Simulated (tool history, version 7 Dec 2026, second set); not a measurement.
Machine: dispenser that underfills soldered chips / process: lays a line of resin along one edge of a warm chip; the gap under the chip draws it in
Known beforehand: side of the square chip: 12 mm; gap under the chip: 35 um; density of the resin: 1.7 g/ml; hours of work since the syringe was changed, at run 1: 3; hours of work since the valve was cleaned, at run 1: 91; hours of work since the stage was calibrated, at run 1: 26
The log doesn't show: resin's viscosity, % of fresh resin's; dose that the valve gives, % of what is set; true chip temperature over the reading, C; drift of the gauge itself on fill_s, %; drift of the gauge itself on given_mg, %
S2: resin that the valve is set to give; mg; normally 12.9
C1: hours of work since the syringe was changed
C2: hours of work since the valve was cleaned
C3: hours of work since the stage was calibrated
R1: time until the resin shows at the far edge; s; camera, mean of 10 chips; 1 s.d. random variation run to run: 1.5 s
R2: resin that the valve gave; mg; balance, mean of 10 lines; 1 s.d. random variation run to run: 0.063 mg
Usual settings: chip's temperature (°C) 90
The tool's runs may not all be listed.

Run 1, day 0: usual settings; C1 3; C2 91; C3 26. Result: R1 184.9 s, R2 12.42 mg.
Run 2, day 0.229: usual settings but S2 11.1 mg; C1 7; C2 95; C3 31. Result: R1 276.1 s, R2 10.63 mg.
At day 0.412: new syringe of resin.
Run 3, day 0.621: usual settings but S2 11.1 mg; C1 4; C2 103; C3 38. Result: R1 212.3 s, R2 10.58 mg.
At day 0.767: dispensing valve cleaned and set on the balance.
Run 4, day 0.967: usual settings; C1 10; C2 4; C3 43. Result: R1 331.5 s, R2 12.76 mg.
At day 1.004: new syringe of resin.
Run 5, day 1.358: usual settings but chip's temperature (°C) 95; C1 7; C2 11; C3 51. Result: R1 213 s, R2 12.79 mg.
At day 1.546: new syringe of resin.
Run 6, day 1.617: usual settings but S2 14.8 mg; C1 1; C2 15; C3 55. Result: R1 158.8 s, R2 14.58 mg.
Run 7, day 1.817: usual settings but chip's temperature (°C) 87; C1 5; C2 19; C3 59. Result: R1 261.3 s, R2 12.77 mg.
Run 8, day 2.038: usual settings but chip's temperature (°C) 87; C1 9; C2 23; C3 63. Result: R1 380.1 s, R2 12.78 mg.
At day 2.125: new syringe of resin.
Run 9, day 2.35: usual settings but S2 15.5 mg; C1 4; C2 29; C3 69. Result: R1 201.7 s, R2 15.25 mg.
At day 2.675: new syringe of resin.
Run 10, day 2.708: usual settings but chip's temperature (°C) 76, S2 13.4 mg; C1 1; C2 36; C3 75. Result: R1 280.3 s, R2 13.08 mg.

Measured less the same run without the tool's hidden state. The same run-to-run variation is in both; the gauge's scatter may not be:
run      R1     R2
  1     +40  -0.48
  2  +130.2  -0.43
  3   +64.1  -0.46
  4  +191.4  -0.05
  5   +96.8  -0.09
  6   +18.7  -0.14
  7   +96.9  -0.13
  8  +215.6  -0.16
  9   +62.2  -0.22
 10   +18.6  -0.23
